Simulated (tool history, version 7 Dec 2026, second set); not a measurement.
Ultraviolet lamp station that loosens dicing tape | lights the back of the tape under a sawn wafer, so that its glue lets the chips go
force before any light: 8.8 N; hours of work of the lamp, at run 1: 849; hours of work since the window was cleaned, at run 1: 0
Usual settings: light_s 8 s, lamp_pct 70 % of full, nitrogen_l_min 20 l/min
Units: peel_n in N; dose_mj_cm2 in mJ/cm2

run,hour,light_s,lamp_pct,nitrogen_l_min,hours of work of the lamp,hours of work since the window was cleaned,peel_n,dose_mj_cm2
1,0,8,70,20,849,0,1.089,391
2,23.2,7,70,20,864,15,1.439,339
3,57.6,7,70,20,886,37,1.473,338
4,84.2,8,70,20,904,54,1.174,379
5,108.3,8,72,20,919,70,1.142,391
6,136.1,8,72,14,937,87,1.432,389
7,164.1,8,70,20,955,106,1.209,376
8,194.8,8,66,20,975,125,1.434,352
9,220.4,8,66,20,991,142,1.346,349
10,249.2,7,70,20,1010,160,1.607,318
11,279.6,8,92,20,1029,180,0.782,471
12,295.1,6,70,20,1039,190,2.115,272
13,315.4,6,70,20,1052,203,2.036,267
14,329.3,6,70,20,1061,212,2.063,263
15,362.8,8,70,20,1083,233,1.323,355
16,395,8,70,20,1103,254,1.389,347
17,421.1,8,94,20,1120,271,0.806,464
18,454.9,8,94,20,1142,292,0.828,454
19,478.4,8,94,20,1157,308,0.848,456
20,508.8,16,70,20,1176,327,0.389,663
21,543.5,8,77,13,1199,349,1.667,364
22,574.8,15,69,15,1219,369,0.596,611
# hour 586.2: window cleaned of glue's vapour
23,596.2,7,68,15,1232,6,1.852,312
24,628.2,7,68,15,1253,27,1.973,313
25,642.6,5,86,7,1262,36,3.273,279
26,670.8,5,68,8,1280,54,3.674,222
27,692.7,5,68,8,1294,68,3.728,216
28,726.3,5,77,20,1316,90,2.361,246
29,744.5,4,70,20,1328,102,3.36,178
30,762.9,4,70,20,1339,114,3.405,178
31,797.5,4,70,20,1362,136,3.369,170
32,816.6,8,91,30,1374,148,0.641,452
33,847.8,5,75,8,1394,168,3.546,227
34,882.4,5,75,8,1416,190,3.636,229
35,902,5,62,8,1429,203,4.285,189
36,927.7,8,70,8,1445,219,2.428,338
37,945.3,8,70,8,1457,231,2.472,336
38,970.5,5,80,20,1473,247,2.444,233
39,1003.7,5,80,20,1494,268,2.479,233
40,1037.2,11,63,39,1516,290,0.693,400

Forecast each of these 5 alternatives for the next run:
A,1057.3,6,63,6,1529,303,?,?
B,1057.3,8,70,12,1529,303,?,?
C,1057.3,9,78,20,1529,303,?,?
D,1057.3,9,69,15,1529,303,?,?
E,1057.3,11,82,9,1529,303,?,?

run,peel_n,dose_mj_cm2
A,4.158,217
B,2.128,320
C,1.074,400
D,1.608,354
E,1.203,518
Without the tool's hidden state the same runs would have given:
run,peel_n,dose_mj_cm2
A,3.144,301
B,1.281,444
C,0.561,555
D,0.9,493
E,0.633,718
